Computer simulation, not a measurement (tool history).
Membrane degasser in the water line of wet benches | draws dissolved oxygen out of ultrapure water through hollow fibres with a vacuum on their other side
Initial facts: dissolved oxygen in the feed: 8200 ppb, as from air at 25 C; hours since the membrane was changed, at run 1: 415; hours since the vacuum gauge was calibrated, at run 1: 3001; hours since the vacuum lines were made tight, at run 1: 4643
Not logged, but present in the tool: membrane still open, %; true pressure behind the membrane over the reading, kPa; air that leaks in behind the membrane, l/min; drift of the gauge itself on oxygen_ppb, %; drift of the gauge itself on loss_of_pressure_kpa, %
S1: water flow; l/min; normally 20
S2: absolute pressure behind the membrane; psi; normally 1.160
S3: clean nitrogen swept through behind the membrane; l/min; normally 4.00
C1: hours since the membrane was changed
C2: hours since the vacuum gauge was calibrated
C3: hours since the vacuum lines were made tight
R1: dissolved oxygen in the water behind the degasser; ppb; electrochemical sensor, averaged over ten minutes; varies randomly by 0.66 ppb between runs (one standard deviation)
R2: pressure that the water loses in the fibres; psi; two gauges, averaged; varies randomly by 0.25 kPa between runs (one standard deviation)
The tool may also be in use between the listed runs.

| run | day | S1 | S2 | S3 | C1 | C2 | C3 | R1 | R2 |
|---|---|---|---|---|---|---|---|---|---|
| 1 | 0.000 | 20 | 1.160 | 4.00 | 415 | 3001 | 4643 | 66.1 | 9.533 |
| 2 | 0.875 | 20 | 1.160 | 4.00 | 436 | 3022 | 4664 | 65.7 | 9.568 |
| 3 | 2.100 | 20 | 1.160 | 4.00 | 466 | 3051 | 4693 | 66.0 | 9.557 |
| 4 | 2.967 | 20 | 1.160 | 4.00 | 487 | 3072 | 4714 | 64.9 | 9.632 |
| 5 | 4.142 | 20 | 1.160 | 4.00 | 515 | 3100 | 4742 | 65.6 | 9.590 |
| 6 | 5.779 | 20 | 1.851 | 4.00 | 554 | 3139 | 4781 | 124.8 | 9.499 |
| 7 | 7.546 | 20 | 1.160 | 3.18 | 597 | 3182 | 4824 | 81.3 | 9.522 |
| 8 | 8.850 | 20 | 1.160 | 3.18 | 628 | 3213 | 4855 | 79.9 | 9.615 |
| 9 | 9.712 | 20 | 1.160 | 3.18 | 649 | 3234 | 4876 | 79.4 | 9.570 |
| 10 | 11.258 | 20 | 1.160 | 3.18 | 686 | 3271 | 4913 | 80.3 | 9.546 |
| 11 | 12.650 | 20 | 1.160 | 4.00 | 719 | 3304 | 4946 | 66.5 | 9.522 |
| 12 | 13.583 | 20 | 1.160 | 8.36 | 741 | 3327 | 4969 | 34.2 | 9.543 |
|  | 14.617 | vacuum gauge calibrated |
| 13 | 14.900 | 13 | 1.160 | 8.36 | 773 | 7 | 5000 | 19.9 | 6.267 |
| 14 | 15.858 | 27 | 1.160 | 4.00 | 796 | 30 | 5023 | 99.2 | 13.010 |
| 15 | 16.979 | 27 | 1.160 | 4.00 | 822 | 57 | 5050 | 99.2 | 12.898 |
|  | 17.617 | seals of the vacuum lines changed |
| 16 | 18.200 | 20 | 1.160 | 3.13 | 850 | 84 | 14 | 77.4 | 9.504 |
| 17 | 19.250 | 15 | 1.160 | 10.53 | 875 | 109 | 39 | 17.8 | 7.190 |
| 18 | 20.879 | 15 | 1.160 | 10.53 | 914 | 148 | 78 | 17.5 | 7.253 |
| 19 | 22.667 | 30 | 0.819 | 2.70 | 957 | 191 | 121 | 98.5 | 14.470 |
| 20 | 24.288 | 19 | 0.727 | 2.50 | 996 | 230 | 160 | 36.6 | 9.152 |
| 21 | 25.288 | 29 | 1.749 | 1.82 | 1020 | 254 | 184 | 342.8 | 14.018 |
| 22 | 26.150 | 28 | 1.949 | 1.82 | 1041 | 275 | 205 | 373.4 | 13.489 |
| 23 | 27.612 | 16 | 1.532 | 4.00 | 1076 | 310 | 240 | 72.3 | 7.686 |
| 24 | 28.908 | 16 | 1.532 | 4.00 | 1107 | 341 | 271 | 73.1 | 7.729 |
| 25 | 30.612 | 15 | 2.645 | 6.57 | 1148 | 382 | 312 | 84.7 | 7.219 |
| 26 | 31.842 | 25 | 1.429 | 5.70 | 1177 | 411 | 341 | 85.3 | 11.998 |
| 27 | 32.900 | 22 | 0.988 | 4.00 | 1203 | 437 | 367 | 56.0 | 10.576 |

Run 28 has not been measured yet. What should we expect?
| 28 | 34.058 | 25 | 0.825 | 8.97 | 1230 | 465 | 395 | ? | ? |

Run 28 came out at R1 32.0 ppb, R2 12.077 psi.
Without the tool's hidden state the same run would have given R1 30.3 ppb, R2 11.912 psi.

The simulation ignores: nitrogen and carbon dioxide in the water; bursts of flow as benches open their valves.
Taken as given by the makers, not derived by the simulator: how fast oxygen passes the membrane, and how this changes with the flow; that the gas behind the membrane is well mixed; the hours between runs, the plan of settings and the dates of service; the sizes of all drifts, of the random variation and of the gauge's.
